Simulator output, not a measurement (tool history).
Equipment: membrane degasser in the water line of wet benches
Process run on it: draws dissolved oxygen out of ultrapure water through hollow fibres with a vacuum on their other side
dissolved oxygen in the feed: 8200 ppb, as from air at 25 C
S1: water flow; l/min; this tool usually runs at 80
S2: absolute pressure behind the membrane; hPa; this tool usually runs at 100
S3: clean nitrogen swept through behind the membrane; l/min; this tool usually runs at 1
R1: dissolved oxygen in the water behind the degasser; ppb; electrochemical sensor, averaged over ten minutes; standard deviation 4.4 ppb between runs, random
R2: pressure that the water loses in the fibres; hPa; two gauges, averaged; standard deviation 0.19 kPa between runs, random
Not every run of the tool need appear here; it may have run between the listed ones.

Run 1, hour 0: usual settings. Result: R1 848.5 ppb, R2 392.8 hPa.
Run 2, hour 101.1: usual settings. Result: R1 847.9 ppb, R2 392.7 hPa.
Run 3, hour 259.1: usual settings. Result: R1 848 ppb, R2 393.3 hPa.
Run 4, hour 425.4: usual settings but S1 58 l/min. Result: R1 679.5 ppb, R2 284.3 hPa.
Run 5, hour 583.9: usual settings but S1 58 l/min. Result: R1 682.3 ppb, R2 283.7 hPa.
Run 6, hour 713.7: usual settings. Result: R1 855.2 ppb, R2 391.8 hPa.
Run 7, hour 856.7: usual settings but S1 74 l/min. Result: R1 808.4 ppb, R2 361.9 hPa.
Run 8, hour 1029.4: usual settings but S3 1.31 l/min. Result: R1 714.1 ppb, R2 390.4 hPa.
Run 9, hour 1222: usual settings but S1 85 l/min, S2 82 hPa, S3 2.89 l/min. Result: R1 316.1 ppb, R2 418.1 hPa.
Run 10, hour 1325.3: usual settings but S1 55 l/min, S2 82 hPa, S3 2.89 l/min. Result: R1 208.8 ppb, R2 270.2 hPa.
Run 11, hour 1547.1: usual settings but S1 111 l/min, S2 67 hPa, S3 2.89 l/min. Result: R1 315.4 ppb, R2 540 hPa.
At hour 1569.5: vacuum gauge calibrated.
Run 12, hour 1696.4: usual settings but S1 111 l/min, S2 67 hPa, S3 2.89 l/min. Result: R1 314.2 ppb, R2 543.9 hPa.
Run 13, hour 1879.1: usual settings but S1 49 l/min, S2 142 hPa. Result: R1 944.2 ppb, R2 240.5 hPa.
Run 14, hour 2005.3: usual settings but S3 0.52 l/min. Result: R1 1220.9 ppb, R2 393.9 hPa.
Run 15, hour 2146.9: usual settings but S3 0.52 l/min. Result: R1 1224.1 ppb, R2 391 hPa.
Run 16, hour 2240.7: usual settings but S1 56 l/min, S3 1.86 l/min. Result: R1 410.6 ppb, R2 275.4 hPa.

5 options for the next run, each taken on its own from the tool as it stands now. Forecast them:
Run A, hour 2460.3: usual settings but S1 81 l/min, S3 1.86 l/min. Result: R1 ?, R2 ?.
Run B, hour 2460.3: usual settings but S3 1.61 l/min. Result: R1 ?, R2 ?.
Run C, hour 2460.3: usual settings but S1 55 l/min, S2 61 hPa. Result: R1 ?, R2 ?.
Run D, hour 2460.3: usual settings but S1 122 l/min, S2 71 hPa, S3 1.86 l/min. Result: R1 ?, R2 ?.
Run E, hour 2460.3: usual settings but S1 79 l/min, S2 221 hPa, S3 1.53 l/min. Result: R1 ?, R2 ?.

run      R1     R2
  A   559.9  396.5
  B     621  392.8
  C   290.2  270.2
  D     508  599.4
  E  1577.7  388.4
Stripped of hidden state, with their random variation kept, the same runs would have yielded:
run      R1     R2
  A   559.9  396.2
  B     621  392.5
  C   290.2    270
  D   507.8    599
  E  1577.7  388.2
